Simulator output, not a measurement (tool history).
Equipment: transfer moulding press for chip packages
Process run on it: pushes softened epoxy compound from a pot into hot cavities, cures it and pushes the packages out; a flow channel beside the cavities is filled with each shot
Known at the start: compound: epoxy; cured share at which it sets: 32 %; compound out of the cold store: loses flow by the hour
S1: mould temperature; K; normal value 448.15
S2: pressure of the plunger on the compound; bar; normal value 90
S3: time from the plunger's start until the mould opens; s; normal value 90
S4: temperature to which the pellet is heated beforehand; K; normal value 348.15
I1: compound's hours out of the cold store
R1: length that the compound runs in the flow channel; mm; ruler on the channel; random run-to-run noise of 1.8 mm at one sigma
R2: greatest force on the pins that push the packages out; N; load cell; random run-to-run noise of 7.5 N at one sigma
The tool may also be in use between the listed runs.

run 1 day=0 | S1=448.15 S2=90 S3=90 S4=348.15 | I1=42.8 | R1=542 R2=313
-- day=0.721 cavities cleaned with cleaning compound and waxed
run 2 day=1.4 | S1=448.15 S2=90 S3=90 S4=348.15 | I1=17.2 | R1=630 R2=312
-- day=2.975 cavities cleaned with cleaning compound and waxed
run 3 day=3.346 | S1=448.15 S2=88.9 S3=90 S4=348.15 | I1=28.3 | R1=588 R2=316
-- day=3.829 plunger's sealing rings changed
-- day=5.2 cavities cleaned with cleaning compound and waxed
run 4 day=5.533 | S1=448.15 S2=88.9 S3=90 S4=348.15 | I1=31.8 | R1=575 R2=316
run 5 day=7.138 | S1=448.15 S2=88.9 S3=90 S4=348.15 | I1=21.8 | R1=609 R2=308
-- day=7.383 cavities cleaned with cleaning compound and waxed
run 6 day=8.558 | S1=448.15 S2=88.9 S3=90 S4=348.15 | I1=46.4 | R1=528 R2=302
-- day=9.542 cavities cleaned with cleaning compound and waxed
run 7 day=10.271 | S1=448.15 S2=90 S3=90 S4=348.15 | I1=24.6 | R1=603 R2=329
-- day=11.733 cavities cleaned with cleaning compound and waxed
run 8 day=11.733 | S1=448.15 S2=90 S3=90 S4=348.15 | I1=16.5 | R1=635 R2=324
run 9 day=12.704 | S1=448.15 S2=90 S3=90 S4=348.15 | I1=38 | R1=560 R2=307
-- day=13.833 cavities cleaned with cleaning compound and waxed
run 10 day=14.279 | S1=448.15 S2=90 S3=90 S4=348.15 | I1=35.7 | R1=565 R2=327
run 11 day=15.454 | S1=448.15 S2=90 S3=90 S4=348.15 | I1=38.4 | R1=557 R2=311
-- day=16.038 cavities cleaned with cleaning compound and waxed
run 12 day=16.642 | S1=448.15 S2=85.4 S3=90 S4=348.15 | I1=17.6 | R1=613 R2=322
-- day=18.225 cavities cleaned with cleaning compound and waxed
run 13 day=18.275 | S1=448.15 S2=90 S3=90 S4=348.15 | I1=22 | R1=616 R2=318
run 14 day=20.071 | S1=447.15 S2=108.5 S3=125 S4=343.15 | I1=47.5 | R1=579 R2=256
-- day=20.483 cavities cleaned with cleaning compound and waxed
run 15 day=21.604 | S1=447.15 S2=108.5 S3=125 S4=343.15 | I1=28.3 | R1=647 R2=255
-- day=22.679 cavities cleaned with cleaning compound and waxed
run 16 day=23.204 | S1=448.15 S2=106.2 S3=90 S4=353.15 | I1=41.6 | R1=593 R2=303
-- day=24.771 cavities cleaned with cleaning compound and waxed
-- day=25.588 plunger's sealing rings changed
run 17 day=25.6 | S1=454.15 S2=90.8 S3=80 S4=349.15 | I1=46.2 | R1=524 R2=299
-- day=27.129 cavities cleaned with cleaning compound and waxed
run 18 day=27.508 | S1=448.15 S2=90 S3=90 S4=347.15 | I1=46.9 | R1=528 R2=304
run 19 day=28.888 | S1=452.15 S2=89.9 S3=129 S4=339.15 | I1=22.5 | R1=608 R2=259
-- day=29.362 cavities cleaned with cleaning compound and waxed
run 20 day=30.058 | S1=448.15 S2=88.5 S3=127 S4=348.15 | I1=31.5 | R1=577 R2=246
-- day=31.442 cavities cleaned with cleaning compound and waxed
run 21 day=32.225 | S1=448.15 S2=88.5 S3=127 S4=348.15 | I1=15.4 | R1=631 R2=265
run 22 day=33.25 | S1=446.15 S2=90 S3=88 S4=355.15 | I1=28.6 | R1=591 R2=353
-- day=33.525 cavities cleaned with cleaning compound and waxed
run 23 day=35.308 | S1=443.15 S2=101.3 S3=90 S4=348.15 | I1=29.1 | R1=635 R2=394
-- day=35.679 cavities cleaned with cleaning compound and waxed
run 24 day=36.975 | S1=449.15 S2=83.1 S3=79 S4=347.15 | I1=14.3 | R1=617 R2=402
-- day=37.938 cavities cleaned with cleaning compound and waxed
run 25 day=38.567 | S1=449.15 S2=83.1 S3=79 S4=347.15 | I1=46.1 | R1=507 R2=366
-- day=40.1 cavities cleaned with cleaning compound and waxed
run 26 day=40.846 | S1=449.15 S2=83.1 S3=79 S4=347.15 | I1=24 | R1=576 R2=380

What if the next run were any one of these 5? Each begins from the tool's condition after run 26:
-- day=42.192 cavities cleaned with cleaning compound and waxed
run A day=42.662 | S1=448.15 S2=95.8 S3=90 S4=348.15 | I1=40.9 | R1=? R2=?
-- day=42.192 cavities cleaned with cleaning compound and waxed
run B day=42.662 | S1=448.15 S2=90 S3=80 S4=348.15 | I1=34.7 | R1=? R2=?
-- day=42.192 cavities cleaned with cleaning compound and waxed
run C day=42.662 | S1=442.15 S2=77.2 S3=81 S4=347.15 | I1=33.1 | R1=? R2=?
-- day=42.192 cavities cleaned with cleaning compound and waxed
run D day=42.662 | S1=449.15 S2=73.6 S3=79 S4=358.15 | I1=26.7 | R1=? R2=?
-- day=42.192 cavities cleaned with cleaning compound and waxed
run E day=42.662 | S1=448.15 S2=86.3 S3=90 S4=348.15 | I1=24.8 | R1=? R2=?

run=A R1=567 R2=302
run=B R1=567 R2=385
run=C R1=539 R2=562
run=D R1=539 R2=368
run=E R1=587 R2=326
With the hidden condition removed and each run's random variation left untouched, the same runs would have given:
run=A R1=567 R2=301
run=B R1=567 R2=384
run=C R1=539 R2=560
run=D R1=539 R2=366
run=E R1=587 R2=325
